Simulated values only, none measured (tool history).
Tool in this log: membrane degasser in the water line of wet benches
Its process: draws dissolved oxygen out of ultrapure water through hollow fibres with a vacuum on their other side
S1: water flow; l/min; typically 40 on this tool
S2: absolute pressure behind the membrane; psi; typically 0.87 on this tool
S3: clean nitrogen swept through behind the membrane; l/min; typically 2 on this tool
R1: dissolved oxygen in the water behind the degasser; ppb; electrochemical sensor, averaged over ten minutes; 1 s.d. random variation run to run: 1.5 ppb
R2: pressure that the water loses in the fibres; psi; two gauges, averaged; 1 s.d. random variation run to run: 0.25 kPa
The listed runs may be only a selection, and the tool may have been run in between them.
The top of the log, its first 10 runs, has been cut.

run	hour	S1	S2	S3	R1	R2
11	500.3	47	0.87	2	193.1	11.718
12	549.7	47	0.87	2	191.1	11.703
13	617.5	47	0.87	2	192.2	11.726
14	657.8	47	0.87	2	192.4	11.67
15	692.3	47	0.87	2	192.2	11.734
16	740.2	40	0.87	2	148.5	9.963
17	799.1	40	0.87	2.63	123	9.951
18	850	40	0.87	2.63	121.9	10.003
19	887.6	40	0.87	2.63	124.2	9.996
20	929.5	40	1.25	4.82	130.4	9.971
21	989.7	55	1.463	1.61	547.2	13.774
# hour 1018.7: vacuum gauge calibrated
22	1044.6	51	1.463	1.61	497.9	12.756
23	1077.4	51	1.463	1.61	498.4	12.797
24	1120	51	1.463	1.61	498.6	12.75
25	1151.1	26	0.87	2.09	81.2	6.514
26	1179.4	26	1.999	2.07	302.9	6.543
27	1229.8	37	0.899	2.7	114.8	9.249
28	1280.9	51	0.647	2.7	121	12.813
29	1321	40	0.835	1.82	148	10.021
30	1355	40	1.756	2	404.8	10.077
31	1389.6	40	1.756	2	408.8	10.019
32	1418.6	42	1.226	2	272.6	10.527

Consider 3 possible next runs. They are alternatives, not a sequence: every one starts from the tool as it was left by run 32. What does each give?
A	1448.5	58	0.673	2	?	?
B	1448.5	57	1.405	2	?	?
C	1448.5	27	0.92	1.12	?	?

run	R1	R2
A	197.6	14.537
B	475.1	14.439
C	164.9	6.762
What these runs would have given with no unlogged condition in the tool:
run	R1	R2
A	197.5	14.247
B	475	14.153
C	164.9	6.627
